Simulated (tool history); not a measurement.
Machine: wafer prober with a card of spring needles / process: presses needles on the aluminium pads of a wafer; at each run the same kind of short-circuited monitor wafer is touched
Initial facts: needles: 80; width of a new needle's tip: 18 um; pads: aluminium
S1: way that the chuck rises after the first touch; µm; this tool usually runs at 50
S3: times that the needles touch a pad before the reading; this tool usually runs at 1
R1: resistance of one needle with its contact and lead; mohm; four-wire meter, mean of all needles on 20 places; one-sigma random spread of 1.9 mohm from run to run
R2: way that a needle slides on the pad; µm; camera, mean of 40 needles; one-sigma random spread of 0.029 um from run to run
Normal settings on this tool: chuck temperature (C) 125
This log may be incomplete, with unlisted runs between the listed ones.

{"run": 1, "hour": 0.0, "S1": 50, "chuck temperature (C)": 125, "S3": 1, "R1": 209, "R2": 9.37}
{"hour": 2.2, "done": "tips cleaned on abrasive film"}
{"run": 2, "hour": 15.7, "S1": 42, "chuck temperature (C)": 125, "S3": 1, "R1": 210, "R2": 7.83}
{"hour": 29.0, "done": "tips cleaned on abrasive film"}
{"run": 3, "hour": 31.4, "S1": 35, "chuck temperature (C)": 125, "S3": 1, "R1": 213, "R2": 6.54}
{"run": 4, "hour": 42.1, "S1": 50, "chuck temperature (C)": 74, "S3": 1, "R1": 192, "R2": 9.31}
{"hour": 55.4, "done": "tips cleaned on abrasive film"}
{"run": 5, "hour": 66.0, "S1": 50, "chuck temperature (C)": 74, "S3": 1, "R1": 194, "R2": 9.23}
{"run": 6, "hour": 77.4, "S1": 50, "chuck temperature (C)": 74, "S3": 1, "R1": 194, "R2": 9.23}
{"hour": 82.2, "done": "tips cleaned on abrasive film"}
{"run": 7, "hour": 91.7, "S1": 50, "chuck temperature (C)": 74, "S3": 1, "R1": 197, "R2": 9.19}
{"run": 8, "hour": 106.9, "S1": 50, "chuck temperature (C)": 125, "S3": 1, "R1": 205, "R2": 9.29}
{"hour": 109.7, "done": "tips cleaned on abrasive film"}
{"run": 9, "hour": 118.0, "S1": 50, "chuck temperature (C)": 95, "S3": 1, "R1": 199, "R2": 9.22}
{"hour": 136.3, "done": "tips cleaned on abrasive film"}
{"run": 10, "hour": 138.9, "S1": 50, "chuck temperature (C)": 125, "S3": 1, "R1": 204, "R2": 9.18}
{"run": 11, "hour": 158.3, "S1": 50, "chuck temperature (C)": 92, "S3": 1, "R1": 202, "R2": 9.15}
{"hour": 164.0, "done": "tips cleaned on abrasive film"}
{"hour": 174.1, "done": "height of the first contact set anew"}
{"run": 12, "hour": 182.7, "S1": 50, "chuck temperature (C)": 32, "S3": 1, "R1": 186, "R2": 9.15}
{"hour": 191.7, "done": "tips cleaned on abrasive film"}
{"run": 13, "hour": 199.9, "S1": 50, "chuck temperature (C)": 32, "S3": 1, "R1": 186, "R2": 9.15}
{"hour": 218.4, "done": "gauge calibrated"}
{"hour": 218.5, "done": "tips cleaned on abrasive film"}
{"run": 14, "hour": 218.7, "S1": 50, "chuck temperature (C)": 32, "S3": 1, "R1": 185, "R2": 9.35}
{"run": 15, "hour": 237.3, "S1": 42, "chuck temperature (C)": 95, "S3": 1, "R1": 206, "R2": 7.84}
{"hour": 245.9, "done": "tips cleaned on abrasive film"}
{"run": 16, "hour": 252.0, "S1": 50, "chuck temperature (C)": 73, "S3": 1, "R1": 194, "R2": 9.35}
{"hour": 274.1, "done": "tips cleaned on abrasive film"}
{"run": 17, "hour": 276.4, "S1": 50, "chuck temperature (C)": 73, "S3": 1, "R1": 192, "R2": 9.22}
{"run": 18, "hour": 292.1, "S1": 41, "chuck temperature (C)": 113, "S3": 1, "R1": 210, "R2": 7.57}
{"hour": 302.0, "done": "tips cleaned on abrasive film"}
{"run": 19, "hour": 310.8, "S1": 39, "chuck temperature (C)": 64, "S3": 3, "R1": 195, "R2": 7.21}
{"run": 20, "hour": 323.2, "S1": 39, "chuck temperature (C)": 64, "S3": 3, "R1": 198, "R2": 7.17}
{"hour": 328.5, "done": "tips cleaned on abrasive film"}
{"run": 21, "hour": 348.1, "S1": 39, "chuck temperature (C)": 64, "S3": 3, "R1": 200, "R2": 7.15}
{"hour": 354.9, "done": "tips cleaned on abrasive film"}
{"run": 22, "hour": 363.6, "S1": 39, "chuck temperature (C)": 64, "S3": 3, "R1": 198, "R2": 7.15}
{"run": 23, "hour": 378.0, "S1": 39, "chuck temperature (C)": 64, "S3": 3, "R1": 196, "R2": 7.19}
{"hour": 382.0, "done": "tips cleaned on abrasive film"}
{"run": 24, "hour": 398.0, "S1": 39, "chuck temperature (C)": 64, "S3": 3, "R1": 199, "R2": 7.17}

4 options for the next run, each taken on its own from the tool as it stands now. Forecast them:
{"hour": 408.8, "done": "tips cleaned on abrasive film"}
{"run": "A", "hour": 418.5, "S1": 50, "chuck temperature (C)": 36, "S3": 1, "R1": "?", "R2": "?"}
{"hour": 408.8, "done": "tips cleaned on abrasive film"}
{"run": "B", "hour": 418.5, "S1": 63, "chuck temperature (C)": 42, "S3": 1, "R1": "?", "R2": "?"}
{"hour": 408.8, "done": "tips cleaned on abrasive film"}
{"run": "C", "hour": 418.5, "S1": 39, "chuck temperature (C)": 77, "S3": 3, "R1": "?", "R2": "?"}
{"hour": 408.8, "done": "tips cleaned on abrasive film"}
{"run": "D", "hour": 418.5, "S1": 40, "chuck temperature (C)": 64, "S3": 2, "R1": "?", "R2": "?"}

run=A R1=189 R2=9.14
run=B R1=184 R2=11.45
run=C R1=200 R2=7.08
run=D R1=202 R2=7.33
With the hidden condition removed and each run's random variation left untouched, the same runs would have given:
run=A R1=189 R2=9.36
run=B R1=184 R2=11.73
run=C R1=199 R2=7.26
run=D R1=202 R2=7.51
